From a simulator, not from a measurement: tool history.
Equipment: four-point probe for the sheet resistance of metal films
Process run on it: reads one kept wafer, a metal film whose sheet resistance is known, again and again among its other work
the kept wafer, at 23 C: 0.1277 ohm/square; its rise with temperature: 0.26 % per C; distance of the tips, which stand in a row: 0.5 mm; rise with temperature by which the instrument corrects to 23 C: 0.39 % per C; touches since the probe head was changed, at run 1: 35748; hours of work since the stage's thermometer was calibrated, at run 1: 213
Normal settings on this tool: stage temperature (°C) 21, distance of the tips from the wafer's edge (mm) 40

run	day	stage temperature (°C)	distance of the tips from the wafer's edge (mm)	touches since the probe head was changed	hours of work since the stage's thermometer was calibrated	sheet resistance as the instrument gives it (ohm/square)
1	0	21	40	35748	213	0.128492
2	0.708	21	40	36163	220	0.12849
3	1.367	21	40	36547	227	0.128453
4	1.804	26	40	36803	232	0.127663
5	2.362	26	40	37130	237	0.12768
6	2.942	26	40	37469	243	0.127687
7	3.562	26	40	37833	249	0.127668
8	3.992	26	40	38085	254	0.127661
9	4.742	26	40	38522	261	0.127736
10	5.125	21	31	38747	265	0.128559
11	5.5	34	28	38967	269	0.126413
12	5.983	34	28	39250	274	0.126414
13	6.375	34	28	39479	278	0.126439
14	7.088	34	48	39895	285	0.126421

What would each run have given without the hidden state, its run-to-run variation left as it was?
Hidden conditions of the tool in this case: inner tips' distance over the nominal, %; tips' flats over new ones', %; wafer's true temperature over the reading, C; drift of the gauge itself on sheet_ohm, %.
run	sheet resistance as the instrument gives it (ohm/square)
1	0.128055
2	0.128045
3	0.128002
4	0.12721
5	0.127222
6	0.127222
7	0.127196
8	0.127185
9	0.127251
10	0.128066
11	0.125926
12	0.125921
13	0.125942
14	0.125917

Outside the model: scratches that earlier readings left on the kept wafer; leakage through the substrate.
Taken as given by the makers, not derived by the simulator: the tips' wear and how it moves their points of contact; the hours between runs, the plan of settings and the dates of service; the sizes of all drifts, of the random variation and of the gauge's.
